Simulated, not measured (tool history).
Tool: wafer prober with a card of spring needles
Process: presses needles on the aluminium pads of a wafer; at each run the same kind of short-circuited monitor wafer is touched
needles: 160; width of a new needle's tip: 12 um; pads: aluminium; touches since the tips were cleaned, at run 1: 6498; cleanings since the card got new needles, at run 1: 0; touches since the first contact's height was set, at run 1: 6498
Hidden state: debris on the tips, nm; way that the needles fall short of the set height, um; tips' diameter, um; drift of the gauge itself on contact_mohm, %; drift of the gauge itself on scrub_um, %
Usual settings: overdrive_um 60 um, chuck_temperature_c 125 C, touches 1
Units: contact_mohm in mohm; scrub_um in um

run,hour,overdrive_um,chuck_temperature_c,touches,touches since the tips were cleaned,cleanings since the card got new needles,touches since the first contact's height was set,contact_mohm,scrub_um
1,0.0,60,125,1,6498,0,6498,140,11.70
# hour 1.6: tips cleaned on abrasive film
2,11.7,60,125,1,2345,1,9181,142,11.68
3,20.1,60,125,1,4281,1,11117,140,11.73
4,29.1,60,125,1,6366,1,13202,144,11.64
# hour 31.5: tips cleaned on abrasive film
5,35.8,60,125,1,1001,2,14741,143,11.72
6,41.8,60,125,1,2374,2,16114,143,11.68
7,52.4,60,125,1,4837,2,18577,145,11.65
# hour 61.5: tips cleaned on abrasive film
8,62.5,60,125,1,229,3,20877,145,11.70
9,70.6,60,125,1,2106,3,22754,142,11.69
10,81.3,60,125,1,4590,3,25238,142,11.76
11,87.9,60,125,1,6100,3,26748,143,11.64
# hour 91.5: tips cleaned on abrasive film
12,99.8,60,125,1,1921,4,29479,143,11.70
13,108.3,60,125,1,3900,4,31458,145,11.68
14,113.7,60,125,1,5141,4,32699,143,11.68
# hour 121.9: tips cleaned on abrasive film
15,125.1,60,125,1,744,5,35317,144,11.66
16,131.2,60,125,1,2141,5,36714,145,11.65
17,140.0,60,125,1,4177,5,38750,144,11.73
18,147.7,60,33,1,5969,5,40542,125,11.75
# hour 151.6: tips cleaned on abrasive film
19,158.0,53,111,1,1472,6,42894,144,10.37
20,164.6,62,102,1,3009,6,44431,138,12.15
21,171.5,69,111,2,4603,6,46025,138,13.45
# hour 181.5: tips cleaned on abrasive film
22,181.9,69,111,2,107,7,48411,138,13.48
23,188.0,69,111,2,1504,7,49808,138,13.46
24,194.5,69,111,2,3015,7,51319,139,13.42
25,203.6,69,111,2,5122,7,53426,138,13.41
26,210.7,45,59,1,6747,7,55051,138,8.76
# hour 211.8: tips cleaned on abrasive film
27,219.7,45,35,2,1837,8,57119,138,8.78
28,226.8,72,105,2,3483,8,58765,138,14.01
29,234.3,67,27,1,5205,8,60487,128,13.07
# hour 241.4: tips cleaned on abrasive film
30,245.7,67,27,1,994,9,63116,128,13.10
31,256.3,59,27,1,3443,9,65565,127,11.53
32,265.5,75,34,1,5557,9,67679,126,14.70
# hour 271.1: tips cleaned on abrasive film
33,271.4,75,34,1,61,10,69025,129,14.58
34,277.3,75,34,1,1429,10,70393,124,14.61
35,283.9,60,35,3,2957,10,71921,126,11.67

Hidden state at the last listed run before each entry between runs and at the first one after, where it differs:
Between runs 1 and 2: tips cleaned on abrasive film (hour 1.6)
  debris on the tips, nm: 0.2 -> 0.1
Between runs 4 and 5: tips cleaned on abrasive film (hour 31.5)
  debris on the tips, nm: 0.2 -> 0.1
Between runs 7 and 8: tips cleaned on abrasive film (hour 61.5)
  debris on the tips, nm: 0.1 -> 0
Between runs 11 and 12: tips cleaned on abrasive film (hour 91.5)
  debris on the tips, nm: 0.2 -> 0.1
Between runs 14 and 15: tips cleaned on abrasive film (hour 121.9)
  debris on the tips, nm: 0.1 -> 0
Between runs 18 and 19: tips cleaned on abrasive film (hour 151.6)
  debris on the tips, nm: 0.2 -> 0.1
Between runs 21 and 22: tips cleaned on abrasive film (hour 181.5)
  debris on the tips, nm: 0.1 -> 0
Between runs 26 and 27: tips cleaned on abrasive film (hour 211.8)
  debris on the tips, nm: 0.2 -> 0.1
Between runs 29 and 30: tips cleaned on abrasive film (hour 241.4)
  no hidden state differs between the two runs
Between runs 32 and 33: tips cleaned on abrasive film (hour 271.1)
  debris on the tips, nm: 0.2 -> 0
